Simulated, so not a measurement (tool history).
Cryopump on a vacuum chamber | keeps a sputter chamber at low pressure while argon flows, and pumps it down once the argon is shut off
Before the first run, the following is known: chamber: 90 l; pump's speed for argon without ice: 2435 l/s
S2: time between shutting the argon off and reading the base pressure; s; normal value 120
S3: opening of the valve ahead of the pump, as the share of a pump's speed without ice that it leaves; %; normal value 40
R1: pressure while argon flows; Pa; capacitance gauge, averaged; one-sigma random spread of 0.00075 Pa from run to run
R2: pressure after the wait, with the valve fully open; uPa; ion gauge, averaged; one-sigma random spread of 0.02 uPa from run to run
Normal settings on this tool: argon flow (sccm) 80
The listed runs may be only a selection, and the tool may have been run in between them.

run 1 hour=0 | argon_flow_(sccm)=80 S2=120 S3=40 | R1=0.1445 R2=0.97
run 2 hour=26.1 | argon_flow_(sccm)=80 S2=120 S3=55 | R1=0.1076 R2=0.99
run 3 hour=52.5 | argon_flow_(sccm)=80 S2=120 S3=55 | R1=0.1068 R2=0.99
run 4 hour=79.9 | argon_flow_(sccm)=80 S2=120 S3=55 | R1=0.1077 R2=1
run 5 hour=105.1 | argon_flow_(sccm)=80 S2=120 S3=35 | R1=0.1651 R2=1.03
run 6 hour=127.7 | argon_flow_(sccm)=80 S2=120 S3=17 | R1=0.3333 R2=0.98
run 7 hour=146.4 | argon_flow_(sccm)=80 S2=111 S3=40 | R1=0.1465 R2=1.04
run 8 hour=163.8 | argon_flow_(sccm)=80 S2=36 S3=40 | R1=0.1458 R2=1.41
run 9 hour=177.8 | argon_flow_(sccm)=80 S2=36 S3=40 | R1=0.1464 R2=1.39
run 10 hour=199.2 | argon_flow_(sccm)=121 S2=36 S3=40 | R1=0.2201 R2=1.39
run 11 hour=215.7 | argon_flow_(sccm)=121 S2=36 S3=40 | R1=0.2227 R2=1.4
run 12 hour=239.3 | argon_flow_(sccm)=121 S2=36 S3=40 | R1=0.2221 R2=1.47
run 13 hour=264.5 | argon_flow_(sccm)=80 S2=120 S3=40 | R1=0.148 R2=1.06
run 14 hour=279.8 | argon_flow_(sccm)=80 S2=120 S3=40 | R1=0.1474 R2=1.07
run 15 hour=300.1 | argon_flow_(sccm)=80 S2=120 S3=40 | R1=0.1465 R2=1.05
run 16 hour=322.4 | argon_flow_(sccm)=80 S2=120 S3=40 | R1=0.1464 R2=1.06
run 17 hour=341.1 | argon_flow_(sccm)=80 S2=69 S3=40 | R1=0.1493 R2=1.22
run 18 hour=361.1 | argon_flow_(sccm)=80 S2=69 S3=40 | R1=0.1485 R2=1.17
run 19 hour=383 | argon_flow_(sccm)=136 S2=69 S3=40 | R1=0.2521 R2=1.22
run 20 hour=411.1 | argon_flow_(sccm)=46 S2=132 S3=34 | R1=0.0986 R2=1.11
run 21 hour=427.3 | argon_flow_(sccm)=57 S2=55 S3=19 | R1=0.217 R2=1.32
run 22 hour=456.6 | argon_flow_(sccm)=87 S2=22 S3=18 | R1=0.3482 R2=1.84
run 23 hour=471.4 | argon_flow_(sccm)=80 S2=173 S3=58 | R1=0.1062 R2=1.09
run 24 hour=486.8 | argon_flow_(sccm)=80 S2=38 S3=49 | R1=0.1249 R2=1.42
run 25 hour=513.9 | argon_flow_(sccm)=80 S2=38 S3=49 | R1=0.1256 R2=1.46
run 26 hour=527.3 | argon_flow_(sccm)=80 S2=38 S3=49 | R1=0.1247 R2=1.46
run 27 hour=554.2 | argon_flow_(sccm)=80 S2=194 S3=38 | R1=0.1561 R2=1.11
run 28 hour=580.9 | argon_flow_(sccm)=45 S2=53 S3=40 | R1=0.0838 R2=1.37
run 29 hour=608.2 | argon_flow_(sccm)=83 S2=27 S3=40 | R1=0.1581 R2=1.72
run 30 hour=635.3 | argon_flow_(sccm)=83 S2=27 S3=40 | R1=0.1569 R2=1.74
run 31 hour=651.5 | argon_flow_(sccm)=99 S2=102 S3=25 | R1=0.2905 R2=1.24
run 32 hour=675.4 | argon_flow_(sccm)=50 S2=133 S3=30 | R1=0.1236 R2=1.18
run 33 hour=692.8 | argon_flow_(sccm)=85 S2=70 S3=19 | R1=0.3222 R2=1.33
run 34 hour=721.3 | argon_flow_(sccm)=57 S2=36 S3=40 | R1=0.1089 R2=1.59

Below are 3 alternative next runs, each starting from the tool's condition after run 34. Predict each:
run A hour=745 | argon_flow_(sccm)=130 S2=285 S3=15 | R1=? R2=?
run B hour=745 | argon_flow_(sccm)=160 S2=36 S3=40 | R1=? R2=?
run C hour=745 | argon_flow_(sccm)=130 S2=51 S3=40 | R1=? R2=?

run=A R1=0.6267 R2=1.11
run=B R1=0.306 R2=1.61
run=C R1=0.2488 R2=1.46
Without the tool's unlogged condition, the same runs would have read:
run=A R1=0.6035 R2=0.16
run=B R1=0.2776 R2=0.63
run=C R1=0.2256 R2=0.48

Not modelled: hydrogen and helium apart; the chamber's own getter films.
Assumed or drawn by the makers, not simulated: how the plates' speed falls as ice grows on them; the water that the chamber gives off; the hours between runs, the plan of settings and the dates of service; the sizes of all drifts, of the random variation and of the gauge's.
